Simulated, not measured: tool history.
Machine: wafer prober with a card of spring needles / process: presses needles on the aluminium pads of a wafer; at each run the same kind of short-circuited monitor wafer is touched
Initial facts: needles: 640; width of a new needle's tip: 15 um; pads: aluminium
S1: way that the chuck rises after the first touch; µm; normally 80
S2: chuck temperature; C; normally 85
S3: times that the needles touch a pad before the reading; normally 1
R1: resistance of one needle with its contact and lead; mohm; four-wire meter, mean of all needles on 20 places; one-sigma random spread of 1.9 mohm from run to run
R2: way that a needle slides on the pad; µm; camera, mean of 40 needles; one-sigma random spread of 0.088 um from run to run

| run | hour | S1 | S2 | S3 | R1 | R2 |
|---|---|---|---|---|---|---|
| 1 | 0.0 | 80 | 85 | 1 | 217 | 19.22 |
|  | 5.3 | tips cleaned on abrasive film |
|  | 18.6 | tips cleaned on abrasive film |
|  | 31.8 | tips cleaned on abrasive film |
|  | 42.4 | tips cleaned on abrasive film |
| 2 | 43.7 | 80 | 85 | 1 | 212 | 19.25 |
|  | 54.3 | tips cleaned on abrasive film |
|  | 67.6 | tips cleaned on abrasive film |
|  | 80.8 | tips cleaned on abrasive film |
|  | 94.0 | tips cleaned on abrasive film |
|  | 107.2 | tips cleaned on abrasive film |
| 3 | 114.5 | 80 | 85 | 1 | 219 | 19.01 |
|  | 119.8 | tips cleaned on abrasive film |
|  | 133.0 | tips cleaned on abrasive film |
|  | 133.3 | height of the first contact set anew |
|  | 146.5 | tips cleaned on abrasive film |
|  | 159.8 | tips cleaned on abrasive film |
|  | 173.0 | tips cleaned on abrasive film |
|  | 186.2 | tips cleaned on abrasive film |
|  | 196.8 | tips cleaned on abrasive film |
| 4 | 204.2 | 80 | 85 | 1 | 217 | 19.69 |
|  | 209.6 | tips cleaned on abrasive film |
|  | 222.8 | tips cleaned on abrasive film |
|  | 233.4 | tips cleaned on abrasive film |
|  | 246.6 | tips cleaned on abrasive film |
| 5 | 250.2 | 80 | 85 | 1 | 216 | 19.59 |
|  | 258.2 | tips cleaned on abrasive film |
|  | 268.8 | tips cleaned on abrasive film |
|  | 282.0 | tips cleaned on abrasive film |
|  | 292.6 | tips cleaned on abrasive film |
|  | 304.1 | tips cleaned on abrasive film |
| 6 | 304.1 | 80 | 85 | 1 | 207 | 19.46 |
|  | 317.4 | tips cleaned on abrasive film |
|  | 330.6 | tips cleaned on abrasive film |
|  | 341.2 | tips cleaned on abrasive film |
|  | 354.4 | tips cleaned on abrasive film |
|  | 367.6 | tips cleaned on abrasive film |
| 7 | 374.9 | 80 | 85 | 1 | 220 | 19.38 |
|  | 380.2 | tips cleaned on abrasive film |
|  | 390.8 | tips cleaned on abrasive film |
|  | 404.0 | tips cleaned on abrasive film |
| 8 | 411.7 | 80 | 85 | 1 | 219 | 19.12 |
|  | 417.1 | tips cleaned on abrasive film |
|  | 430.3 | tips cleaned on abrasive film |
|  | 443.5 | tips cleaned on abrasive film |
|  | 456.7 | tips cleaned on abrasive film |
| 9 | 460.6 | 80 | 85 | 1 | 215 | 18.88 |
|  | 468.6 | tips cleaned on abrasive film |
|  | 481.8 | tips cleaned on abrasive film |
|  | 495.0 | tips cleaned on abrasive film |
|  | 508.3 | tips cleaned on abrasive film |
|  | 508.6 | height of the first contact set anew |
|  | 521.8 | tips cleaned on abrasive film |
|  | 532.4 | tips cleaned on abrasive film |
| 10 | 534.8 | 80 | 85 | 1 | 217 | 19.78 |
|  | 545.4 | tips cleaned on abrasive film |
|  | 558.6 | tips cleaned on abrasive film |
|  | 571.8 | tips cleaned on abrasive film |
|  | 585.1 | tips cleaned on abrasive film |
|  | 598.3 | tips cleaned on abrasive film |
| 11 | 602.2 | 80 | 49 | 1 | 206 | 19.66 |
|  | 610.2 | tips cleaned on abrasive film |
|  | 623.4 | tips cleaned on abrasive film |
|  | 634.0 | tips cleaned on abrasive film |
| 12 | 641.1 | 80 | 49 | 1 | 210 | 19.53 |
|  | 646.4 | tips cleaned on abrasive film |
|  | 659.6 | tips cleaned on abrasive film |
|  | 670.2 | tips cleaned on abrasive film |
|  | 683.5 | tips cleaned on abrasive film |
|  | 696.7 | tips cleaned on abrasive film |
| 13 | 707.0 | 80 | 49 | 2 | 209 | 19.41 |
|  | 709.7 | tips cleaned on abrasive film |
|  | 722.9 | tips cleaned on abrasive film |
|  | 733.5 | tips cleaned on abrasive film |
|  | 746.7 | tips cleaned on abrasive film |
| 14 | 754.4 | 87 | 52 | 1 | 211 | 21.01 |
|  | 759.7 | tips cleaned on abrasive film |
|  | 773.0 | tips cleaned on abrasive film |
|  | 786.2 | tips cleaned on abrasive film |
|  | 799.4 | tips cleaned on abrasive film |
| 15 | 808.1 | 80 | 85 | 2 | 213 | 19.19 |
|  | 810.9 | tips cleaned on abrasive film |
|  | 821.5 | tips cleaned on abrasive film |
|  | 834.7 | tips cleaned on abrasive film |
|  | 847.9 | tips cleaned on abrasive film |
|  | 858.5 | tips cleaned on abrasive film |
| 16 | 863.2 | 80 | 81 | 1 | 222 | 18.80 |
|  | 871.2 | tips cleaned on abrasive film |
|  | 881.8 | tips cleaned on abrasive film |
|  | 884.7 | height of the first contact set anew |
|  | 895.3 | tips cleaned on abrasive film |
|  | 906.3 | tips cleaned on abrasive film |
| 17 | 906.3 | 80 | 81 | 1 | 208 | 19.74 |
|  | 916.9 | tips cleaned on abrasive film |
|  | 927.5 | tips cleaned on abrasive film |
|  | 940.7 | tips cleaned on abrasive film |
|  | 951.3 | tips cleaned on abrasive film |
|  | 962.5 | tips cleaned on abrasive film |
| 18 | 962.5 | 80 | 81 | 1 | 208 | 19.74 |
|  | 975.7 | tips cleaned on abrasive film |
|  | 988.9 | tips cleaned on abrasive film |
|  | 999.5 | tips cleaned on abrasive film |
|  | 1012.8 | tips cleaned on abrasive film |
|  | 1026.0 | tips cleaned on abrasive film |
| 19 | 1030.3 | 80 | 81 | 1 | 217 | 19.54 |
|  | 1038.2 | tips cleaned on abrasive film |
|  | 1048.8 | tips cleaned on abrasive film |
|  | 1062.0 | tips cleaned on abrasive film |
|  | 1075.3 | tips cleaned on abrasive film |
|  | 1085.9 | tips cleaned on abrasive film |
|  | 1099.1 | tips cleaned on abrasive film |
|  | 1109.9 | tips cleaned on abrasive film |
| 20 | 1109.9 | 78 | 65 | 2 | 206 | 18.96 |
|  | 1123.1 | tips cleaned on abrasive film |
|  | 1136.3 | tips cleaned on abrasive film |
|  | 1149.5 | tips cleaned on abrasive film |
|  | 1162.8 | tips cleaned on abrasive film |
|  | 1173.5 | tips cleaned on abrasive film |
| 21 | 1173.5 | 88 | 96 | 2 | 211 | 21.24 |
|  | 1184.1 | tips cleaned on abrasive film |
|  | 1194.7 | tips cleaned on abrasive film |
|  | 1205.3 | tips cleaned on abrasive film |
|  | 1218.5 | tips cleaned on abrasive film |
|  | 1231.3 | tips cleaned on abrasive film |
| 22 | 1231.3 | 71 | 37 | 2 | 203 | 16.75 |
|  | 1244.5 | tips cleaned on abrasive film |
|  | 1257.8 | tips cleaned on abrasive film |
|  | 1260.7 | height of the first contact set anew |
|  | 1268.7 | tips cleaned on abrasive film |
|  | 1281.9 | tips cleaned on abrasive film |
|  | 1292.5 | tips cleaned on abrasive film |
| 23 | 1300.9 | 72 | 85 | 1 | 229 | 17.88 |
|  | 1303.6 | tips cleaned on abrasive film |
|  | 1314.2 | tips cleaned on abrasive film |
|  | 1324.8 | tips cleaned on abrasive film |
|  | 1338.0 | tips cleaned on abrasive film |
| 24 | 1346.5 | 98 | 28 | 2 | 200 | 24.26 |

4 options for the next run, each taken on its own from the tool as it stands now. Forecast them:
|  | 1349.2 | tips cleaned on abrasive film |
|  | 1359.8 | tips cleaned on abrasive film |
|  | 1373.1 | tips cleaned on abrasive film |
|  | 1386.3 | tips cleaned on abrasive film |
|  | 1399.5 | tips cleaned on abrasive film |
|  | 1412.7 | tips cleaned on abrasive film |
| A | 1420.8 | 100 | 26 | 1 | ? | ? |
|  | 1349.2 | tips cleaned on abrasive film |
|  | 1359.8 | tips cleaned on abrasive film |
|  | 1373.1 | tips cleaned on abrasive film |
|  | 1386.3 | tips cleaned on abrasive film |
|  | 1399.5 | tips cleaned on abrasive film |
|  | 1412.7 | tips cleaned on abrasive film |
| B | 1420.8 | 63 | 91 | 1 | ? | ? |
|  | 1349.2 | tips cleaned on abrasive film |
|  | 1359.8 | tips cleaned on abrasive film |
|  | 1373.1 | tips cleaned on abrasive film |
|  | 1386.3 | tips cleaned on abrasive film |
|  | 1399.5 | tips cleaned on abrasive film |
|  | 1412.7 | tips cleaned on abrasive film |
| C | 1420.8 | 73 | 36 | 1 | ? | ? |
|  | 1349.2 | tips cleaned on abrasive film |
|  | 1359.8 | tips cleaned on abrasive film |
|  | 1373.1 | tips cleaned on abrasive film |
|  | 1386.3 | tips cleaned on abrasive film |
|  | 1399.5 | tips cleaned on abrasive film |
|  | 1412.7 | tips cleaned on abrasive film |
| D | 1420.8 | 71 | 28 | 1 | ? | ? |

| run | R1 | R2 |
|---|---|---|
| A | 205 | 24.53 |
| B | 239 | 15.38 |
| C | 221 | 17.75 |
| D | 220 | 17.14 |
Stripped of hidden state, with their random variation kept, the same runs would have yielded:
| run | R1 | R2 |
|---|---|---|
| A | 189 | 24.92 |
| B | 206 | 15.77 |
| C | 193 | 18.14 |
| D | 192 | 17.52 |
